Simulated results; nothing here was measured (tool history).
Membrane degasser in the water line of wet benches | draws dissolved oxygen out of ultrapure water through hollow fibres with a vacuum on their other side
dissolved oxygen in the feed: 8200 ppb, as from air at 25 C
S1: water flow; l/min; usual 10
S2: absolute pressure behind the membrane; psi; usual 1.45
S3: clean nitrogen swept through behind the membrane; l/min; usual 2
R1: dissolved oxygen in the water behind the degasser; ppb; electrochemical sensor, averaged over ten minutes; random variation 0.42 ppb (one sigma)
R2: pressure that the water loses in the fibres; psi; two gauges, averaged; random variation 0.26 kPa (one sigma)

run   hour  S1    S2    S3     R1      R2
  1      0  10  1.45     2   90.1    10.1
  2   28.5  10  1.45     2   90.7    9.99
  3     63  10  1.45     2   90.4  10.026
  4  103.5  10  1.45     2   90.3  10.047
  5  142.4  13  1.45     2  119.1  13.037
  6  187.2  10  1.52     2   96.6  10.099
  7  231.1  10  1.52     2   97.4  10.108
  8  277.5  10  1.52     2     97  10.029
  9  317.9  10  1.45     2   91.4   10.04
 10  350.9  10  1.45  1.03  163.6  10.112
 11  376.5  10  1.45  1.03  165.6  10.125
     380.2  -- vacuum gauge calibrated
 12  412.4  10  1.45  1.03  167.3  10.011
 13  441.3  10  1.45  1.03  166.8  10.053
 14  463.3  10  1.45  1.03  166.6  10.029
 15  502.8   9  1.45  2.49   67.6   9.072
     506.3  -- vacuum gauge calibrated, once more
 16  535.4   9  1.45  2.49   65.5   9.088
 17  561.1   9  1.45  2.49   65.5   9.119
 18  598.8   9  1.45  2.49   65.1   9.047
 19  632.1   7  1.45  2.33   53.7   7.017
 20  675.2   8  2.18     2  119.7   8.029
 21  703.8   7  1.12     2     42   7.027
 22    741   8  2.86     2    166   8.106
 23  786.7   6  1.65     2   63.6   6.068
 24  808.8  11  1.45  1.07  171.4  11.048
 25  841.9  16  1.97   3.9  120.9  16.131
 26  868.5  16  3.03   3.9  193.2  16.133
 27  907.6  16  3.03   3.9  192.3  16.031

Forecast each of these 3 alternatives for the next run:
  A  951.8  16  2.19  0.87   ?   ?
  B  951.8  10  1.45  3.99   ?   ?
  C  951.8   7  1.32  5.33   ?   ?

run     R1      R2
  A  486.3  16.193
  B   48.1  10.122
  C   21.5   7.078
Without the tool's hidden state the same runs would have given:
run     R1      R2
  A  481.4  16.069
  B   46.8  10.044
  C   20.8   7.023
